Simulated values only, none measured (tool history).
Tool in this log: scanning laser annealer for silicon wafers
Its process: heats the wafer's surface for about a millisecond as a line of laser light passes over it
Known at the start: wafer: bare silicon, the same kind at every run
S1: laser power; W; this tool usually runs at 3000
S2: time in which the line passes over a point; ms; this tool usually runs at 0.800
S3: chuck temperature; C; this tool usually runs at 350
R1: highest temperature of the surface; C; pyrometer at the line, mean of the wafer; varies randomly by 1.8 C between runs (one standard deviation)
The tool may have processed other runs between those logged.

run,hour,S1,S2,S3,R1
1,0.0,3000,0.800,350,1082
2,6.8,3000,0.800,350,1080
3,13.1,3000,0.800,350,1079
4,20.8,3000,0.800,350,1080
5,30.8,3000,0.800,350,1078
6,38.5,3000,0.800,350,1079
7,45.7,3000,0.800,350,1081
8,51.4,3000,0.800,350,1077
9,61.6,3000,0.800,350,1082
10,66.8,3000,0.800,350,1081
11,72.7,3000,0.800,356,1084
12,78.2,3000,0.800,356,1087
13,83.9,3000,0.800,356,1084
14,90.1,3000,0.800,350,1080
15,97.5,2699,0.800,350,993
16,105.4,2829,0.630,349,942
17,115.2,2829,0.600,321,901
18,124.8,2577,0.800,350,958
19,135.3,3251,0.734,333,1098
20,141.7,2774,0.734,345,977
21,149.8,2774,0.734,350,985
22,158.6,2755,0.801,350,1006
23,168.2,3092,0.588,349,984
24,178.0,3000,0.811,318,1053
25,184.3,3000,0.811,318,1051
26,188.8,3000,0.800,334,1062
27,196.9,3000,0.831,327,1070
28,205.7,3000,0.831,327,1071
29,210.5,3236,0.831,373,1190

What if the next run were any one of these 3? Each begins from the tool's condition after run 29:
A,216.4,3037,0.831,347,?
B,216.4,2564,0.987,318,?
C,216.4,2710,0.671,366,?

run,R1
A,1104
B,994
C,952
What these runs would have given with no unlogged condition in the tool:
run,R1
A,1104
B,995
C,952

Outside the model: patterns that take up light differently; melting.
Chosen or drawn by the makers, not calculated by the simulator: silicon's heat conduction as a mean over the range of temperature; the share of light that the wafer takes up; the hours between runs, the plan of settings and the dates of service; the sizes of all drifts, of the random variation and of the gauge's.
